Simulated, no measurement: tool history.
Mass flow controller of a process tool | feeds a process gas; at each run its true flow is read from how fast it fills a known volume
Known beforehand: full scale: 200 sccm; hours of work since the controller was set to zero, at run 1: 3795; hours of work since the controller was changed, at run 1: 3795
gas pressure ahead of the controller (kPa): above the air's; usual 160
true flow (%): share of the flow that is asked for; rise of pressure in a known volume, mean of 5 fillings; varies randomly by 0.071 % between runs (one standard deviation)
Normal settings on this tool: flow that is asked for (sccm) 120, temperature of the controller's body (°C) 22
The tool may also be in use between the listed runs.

run    hour  flow that is asked for (sccm)  gas pressure ahead of the controller (kPa)  temperature of the controller's body (°C)  hours of work since the controller was set to zero  hours of work since the controller was changed  true flow (%)
  1       0                            120                                         160                                         22                                                3795                                            3795          100.7
  2     225                            120                                         160                                         22                                                3946                                            3946         100.59
  3   609.7                            120                                         160                                         21                                                4205                                            4205          100.8
  4   927.8                            120                                         222                                         22                                                4419                                            4419         100.63
  5  1295.8                            120                                         222                                         22                                                4666                                            4666         100.81
  6  1532.5                            120                                         254                                         22                                                4825                                            4825         100.78
  7  1743.2                            120                                         254                                         22                                                4967                                            4967         100.73
  8  2137.1                            120                                         160                                         37                                                5231                                            5231         100.76
  9  2546.4                            120                                         160                                         22                                                5506                                            5506         101.13
 10  2847.5                            120                                         160                                         22                                                5708                                            5708         101.19
 11  3129.1                            120                                         160                                         22                                                5898                                            5898         101.31
     3214.9  -- controller's zero set anew
 12  3522.9                            120                                         189                                         22                                                 207                                            6162         101.68
 13  3901.6                            120                                         189                                         22                                                 461                                            6416         101.81
 14  4284.3                             53                                         160                                         22                                                 718                                            6673          103.8
 15  4584.4                             53                                         160                                         22                                                 920                                            6875         103.94
 16  4814.5                             45                                         164                                         34                                                1075                                            7030         104.42
     5006.2  -- controller's zero set anew, once more
 17  5006.2                             73                                         267                                         38                                                   0                                            7158           99.3
 18    5414                             73                                         267                                         38                                                 274                                            7432          99.46
 19  5771.1                             48                                         194                                         33                                                 514                                            7672          99.64
 20  6009.1                             52                                         252                                         24                                                 674                                            7832          99.94
 21  6187.4                             52                                         252                                         24                                                 794                                            7952          99.76
 22  6464.7                             52                                         252                                         24                                                 980                                            8138          99.93
 23  6853.8                             82                                         159                                         33                                                1241                                            8399         100.05
 24  7258.3                             64                                         160                                         39                                                1513                                            8671          99.96
 25  7523.4                             84                                         160                                         30                                                1691                                            8849         100.32
 26  7713.4                             23                                         172                                         31                                                1819                                            8977         101.25
 27  7946.9                             61                                         217                                         34                                                1976                                            9134         100.14

How would selected steps in true flow (%) from run to run divide? Give the signed amount a tool lacking its hidden state would still show from settings, what came in and random variation, and the signed amount left for the hidden state, including any gauge scatter that is not in both of the compared results.
The hidden state here: flow at rest that the sensor doesn't see, % of full scale; true flow over the shown one, %; drift of the gauge itself on true_pct, %.
Run 13 -> 14: flow that is asked for (sccm) 120 -> 53, gas pressure ahead of the controller (kPa) 189 -> 160. true flow (%) +1.99: hidden state +2.42, all else -0.43.
Run 16 -> 17: flow that is asked for (sccm) 45 -> 73, gas pressure ahead of the controller (kPa) 164 -> 267, temperature of the controller's body (°C) 34 -> 38, controller's zero set anew, once more. true flow (%) -5.12: hidden state -5.11, all else -0.01.
